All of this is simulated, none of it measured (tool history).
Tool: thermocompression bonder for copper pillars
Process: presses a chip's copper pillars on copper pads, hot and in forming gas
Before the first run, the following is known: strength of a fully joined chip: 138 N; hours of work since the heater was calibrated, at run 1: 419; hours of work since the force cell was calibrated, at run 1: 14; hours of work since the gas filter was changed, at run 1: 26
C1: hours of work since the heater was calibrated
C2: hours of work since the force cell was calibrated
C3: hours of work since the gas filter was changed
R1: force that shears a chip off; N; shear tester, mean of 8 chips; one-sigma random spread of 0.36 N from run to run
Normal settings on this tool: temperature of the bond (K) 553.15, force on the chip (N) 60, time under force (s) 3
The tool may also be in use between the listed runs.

run 1 hour=0 | temperature_of_the_bond_(K)=553.15 force_on_the_chip_(N)=60 time_under_force_(s)=3 | C1=419 C2=14 C3=26 | R1=89
run 2 hour=10.1 | temperature_of_the_bond_(K)=553.15 force_on_the_chip_(N)=60 time_under_force_(s)=3 | C1=426 C2=21 C3=34 | R1=88.9
run 3 hour=19.6 | temperature_of_the_bond_(K)=566.15 force_on_the_chip_(N)=60 time_under_force_(s)=3 | C1=434 C2=29 C3=41 | R1=101.1
run 4 hour=25.5 | temperature_of_the_bond_(K)=566.15 force_on_the_chip_(N)=60 time_under_force_(s)=3 | C1=438 C2=34 C3=46 | R1=100.6
run 5 hour=32.3 | temperature_of_the_bond_(K)=566.15 force_on_the_chip_(N)=60 time_under_force_(s)=3 | C1=444 C2=39 C3=51 | R1=101.1
run 6 hour=40.7 | temperature_of_the_bond_(K)=573.15 force_on_the_chip_(N)=60 time_under_force_(s)=3 | C1=450 C2=45 C3=57 | R1=107.5
run 7 hour=48.2 | temperature_of_the_bond_(K)=573.15 force_on_the_chip_(N)=60 time_under_force_(s)=3 | C1=456 C2=51 C3=63 | R1=105.7
run 8 hour=57.9 | temperature_of_the_bond_(K)=573.15 force_on_the_chip_(N)=60 time_under_force_(s)=3 | C1=464 C2=59 C3=71 | R1=106.8
run 9 hour=66.7 | temperature_of_the_bond_(K)=573.15 force_on_the_chip_(N)=60 time_under_force_(s)=3 | C1=471 C2=66 C3=78 | R1=106.3
run 10 hour=77.4 | temperature_of_the_bond_(K)=573.15 force_on_the_chip_(N)=60 time_under_force_(s)=3 | C1=479 C2=74 C3=86 | R1=105.7
run 11 hour=83.4 | temperature_of_the_bond_(K)=573.15 force_on_the_chip_(N)=60 time_under_force_(s)=3 | C1=484 C2=79 C3=91 | R1=106.4
run 12 hour=88.1 | temperature_of_the_bond_(K)=553.15 force_on_the_chip_(N)=60 time_under_force_(s)=3 | C1=487 C2=82 C3=94 | R1=88.6
-- hour=90.3 force cell calibrated
run 13 hour=95.8 | temperature_of_the_bond_(K)=578.15 force_on_the_chip_(N)=60 time_under_force_(s)=3 | C1=492 C2=4 C3=99 | R1=110
run 14 hour=105 | temperature_of_the_bond_(K)=530.15 force_on_the_chip_(N)=60 time_under_force_(s)=3 | C1=499 C2=12 C3=106 | R1=65.1
run 15 hour=116 | temperature_of_the_bond_(K)=530.15 force_on_the_chip_(N)=60 time_under_force_(s)=4 | C1=508 C2=20 C3=115 | R1=72.3
-- hour=123.3 force cell calibrated, once more
run 16 hour=124.6 | temperature_of_the_bond_(K)=553.15 force_on_the_chip_(N)=60 time_under_force_(s)=3 | C1=513 C2=1 C3=121 | R1=87.6
run 17 hour=135.4 | temperature_of_the_bond_(K)=553.15 force_on_the_chip_(N)=67 time_under_force_(s)=3 | C1=522 C2=9 C3=129 | R1=90.8
run 18 hour=144.5 | temperature_of_the_bond_(K)=553.15 force_on_the_chip_(N)=73 time_under_force_(s)=3 | C1=529 C2=17 C3=136 | R1=93.3
run 19 hour=152.6 | temperature_of_the_bond_(K)=553.15 force_on_the_chip_(N)=44 time_under_force_(s)=3 | C1=535 C2=23 C3=142 | R1=78.7
run 20 hour=160.3 | temperature_of_the_bond_(K)=553.15 force_on_the_chip_(N)=60 time_under_force_(s)=2 | C1=541 C2=29 C3=148 | R1=78.1
run 21 hour=166.8 | temperature_of_the_bond_(K)=553.15 force_on_the_chip_(N)=60 time_under_force_(s)=2 | C1=546 C2=34 C3=153 | R1=78.2
run 22 hour=174.9 | temperature_of_the_bond_(K)=569.15 force_on_the_chip_(N)=60 time_under_force_(s)=8 | C1=553 C2=40 C3=160 | R1=121
run 23 hour=183.9 | temperature_of_the_bond_(K)=569.15 force_on_the_chip_(N)=40 time_under_force_(s)=8 | C1=560 C2=47 C3=167 | R1=111.7
run 24 hour=194.6 | temperature_of_the_bond_(K)=558.15 force_on_the_chip_(N)=83 time_under_force_(s)=6 | C1=568 C2=56 C3=175 | R1=115.6
run 25 hour=202.8 | temperature_of_the_bond_(K)=575.15 force_on_the_chip_(N)=55 time_under_force_(s)=6 | C1=574 C2=62 C3=182 | R1=116.1
run 26 hour=212.3 | temperature_of_the_bond_(K)=575.15 force_on_the_chip_(N)=55 time_under_force_(s)=6 | C1=582 C2=69 C3=189 | R1=116.9
run 27 hour=219.7 | temperature_of_the_bond_(K)=551.15 force_on_the_chip_(N)=55 time_under_force_(s)=4 | C1=587 C2=75 C3=195 | R1=89.5
run 28 hour=225.8 | temperature_of_the_bond_(K)=551.15 force_on_the_chip_(N)=55 time_under_force_(s)=6 | C1=592 C2=80 C3=199 | R1=99.3
run 29 hour=231.9 | temperature_of_the_bond_(K)=539.15 force_on_the_chip_(N)=46 time_under_force_(s)=2 | C1=597 C2=85 C3=204 | R1=57.6
run 30 hour=236.8 | temperature_of_the_bond_(K)=539.15 force_on_the_chip_(N)=46 time_under_force_(s)=2 | C1=601 C2=88 C3=208 | R1=57.9
run 31 hour=243.8 | temperature_of_the_bond_(K)=539.15 force_on_the_chip_(N)=46 time_under_force_(s)=2 | C1=606 C2=94 C3=213 | R1=57.5
run 32 hour=251.3 | temperature_of_the_bond_(K)=549.15 force_on_the_chip_(N)=40 time_under_force_(s)=2 | C1=612 C2=100 C3=219 | R1=62.6
run 33 hour=262.3 | temperature_of_the_bond_(K)=549.15 force_on_the_chip_(N)=40 time_under_force_(s)=2 | C1=621 C2=108 C3=228 | R1=61.7
run 34 hour=267.3 | temperature_of_the_bond_(K)=549.15 force_on_the_chip_(N)=40 time_under_force_(s)=2 | C1=625 C2=112 C3=232 | R1=62.5
run 35 hour=275.7 | temperature_of_the_bond_(K)=535.15 force_on_the_chip_(N)=76 time_under_force_(s)=3 | C1=631 C2=119 C3=238 | R1=76.1
run 36 hour=280.9 | temperature_of_the_bond_(K)=535.15 force_on_the_chip_(N)=76 time_under_force_(s)=3 | C1=635 C2=123 C3=242 | R1=76.3
run 37 hour=287.2 | temperature_of_the_bond_(K)=547.15 force_on_the_chip_(N)=68 time_under_force_(s)=3 | C1=640 C2=128 C3=247 | R1=84.3
run 38 hour=292.5 | temperature_of_the_bond_(K)=547.15 force_on_the_chip_(N)=68 time_under_force_(s)=3 | C1=644 C2=132 C3=251 | R1=85.1
run 39 hour=297.4 | temperature_of_the_bond_(K)=550.15 force_on_the_chip_(N)=68 time_under_force_(s)=4 | C1=648 C2=136 C3=255 | R1=94.4

Each row is a separate what-if for the run after 39, all from the same tool condition, not one after another. Results?
run A hour=308.4 | temperature_of_the_bond_(K)=550.15 force_on_the_chip_(N)=68 time_under_force_(s)=2 | C1=657 C2=144 C3=264 | R1=?
run B hour=308.4 | temperature_of_the_bond_(K)=568.15 force_on_the_chip_(N)=48 time_under_force_(s)=2 | C1=657 C2=144 C3=264 | R1=?
run C hour=308.4 | temperature_of_the_bond_(K)=550.15 force_on_the_chip_(N)=68 time_under_force_(s)=9 | C1=657 C2=144 C3=264 | R1=?

run=A R1=78
run=B R1=84.2
run=C R1=111
The same runs, with their run-to-run variation unchanged, on a tool lacking any hidden condition would have given:
run=A R1=75.5
run=B R1=82.5
run=C R1=111.8

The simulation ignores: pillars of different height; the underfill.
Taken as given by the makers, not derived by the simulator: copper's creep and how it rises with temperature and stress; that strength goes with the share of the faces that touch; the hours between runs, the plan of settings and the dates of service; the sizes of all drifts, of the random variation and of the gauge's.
